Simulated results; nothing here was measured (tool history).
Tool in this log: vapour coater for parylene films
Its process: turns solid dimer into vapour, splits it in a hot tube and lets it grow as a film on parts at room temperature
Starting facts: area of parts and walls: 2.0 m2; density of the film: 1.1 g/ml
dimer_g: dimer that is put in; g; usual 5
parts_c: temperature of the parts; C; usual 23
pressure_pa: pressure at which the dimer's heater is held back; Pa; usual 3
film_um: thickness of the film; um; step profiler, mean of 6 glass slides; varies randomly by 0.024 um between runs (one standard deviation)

run,hour,dimer_g,parts_c,pressure_pa,film_um
1,0,5,23,3,1.6
2,18.3,5,23,3,1.58
3,36.7,5,18,3,1.95
4,48.9,5,18,3,1.91
5,63.9,5,18,3,1.92
6,75.8,5,23,9.92,1.26
7,90.8,5,23,4.11,1.45
# hour 102.6: trap's valve overhauled
8,106,5,23,4.11,1.66
9,118.7,5,23,3,1.71
10,135.9,5,23,8.13,1.47
11,155.9,5,23,2.59,1.79
12,176.5,5,23,3,1.69
13,199.1,5,23,4.7,1.59
14,212.4,5,23,4.7,1.56
15,222.7,5,23,10.29,1.33
16,239.5,5,23,10.29,1.35
17,261.4,5,23,10.29,1.34
18,278.5,5,23,10.29,1.35
19,288.5,5,23,10.29,1.33
20,309.1,5,23,10.29,1.35
21,329.6,5,23,3,1.64
22,349.5,5,31,3,1.19
23,358.8,5,27,3,1.38
24,373.3,5,27,3,1.34
25,383.6,5,27,3,1.36
26,402.1,5,23,2.95,1.57
27,414.1,5,23,2.95,1.61
28,431.3,4,20,3,1.39
29,444.5,7,21,8.57,2.01
30,465.5,2,19,3,0.75
# hour 474.1: trap's valve overhauled
31,489.7,2,19,3,0.84
32,506.2,2,19,3,0.79
33,523.4,5,24,3.44,1.58
# hour 534.1: table's thermometer calibrated
34,543,3,32,2.73,0.7
35,556.9,3,33,3,0.66
36,566.9,2,33,11.6,0.38
37,585.3,2,27,11.16,0.43
38,601.4,2,18,5.32,0.73
39,619.9,5,17,6.71,1.82
40,633.2,5,17,6.71,1.84
41,648.4,5,29,3,1.28
42,661,7,24,6.94,1.86
43,672.6,4,24,3.07,1.24
44,694,5,31,2.4,1.2
45,713.8,5,25,2.4,1.55
46,729.2,6,19,2.31,2.35
47,743.8,5,29,10.47,0.98

Hidden state or all else? Some run-to-run changes of film_um, split into what the settings, what came in and random variation would give without the hidden state, and what is left for the hidden state (with any gauge scatter that isn't in both results):
What the log doesn't record here: vapour lost through the trap's worn valve, %; true temperature of the parts over the reading, C; drift of the gauge itself on film_um, %.
Run 7 -> 8: trap's valve overhauled. film_um +0.21 um: hidden state +0.17, all else +0.04.
Run 29 -> 30: dimer_g 7 -> 2, parts_c 21 -> 19, pressure_pa 8.57 -> 3. film_um -1.26 um: hidden state +0.14, all else -1.4.
Run 38 -> 39: dimer_g 2 -> 5, parts_c 18 -> 17, pressure_pa 5.32 -> 6.71. film_um +1.09 um: hidden state -0.07, all else +1.16.
Run 46 -> 47: dimer_g 6 -> 5, parts_c 19 -> 29, pressure_pa 2.31 -> 10.47. film_um -1.37 um: hidden state +0.13, all else -1.5.

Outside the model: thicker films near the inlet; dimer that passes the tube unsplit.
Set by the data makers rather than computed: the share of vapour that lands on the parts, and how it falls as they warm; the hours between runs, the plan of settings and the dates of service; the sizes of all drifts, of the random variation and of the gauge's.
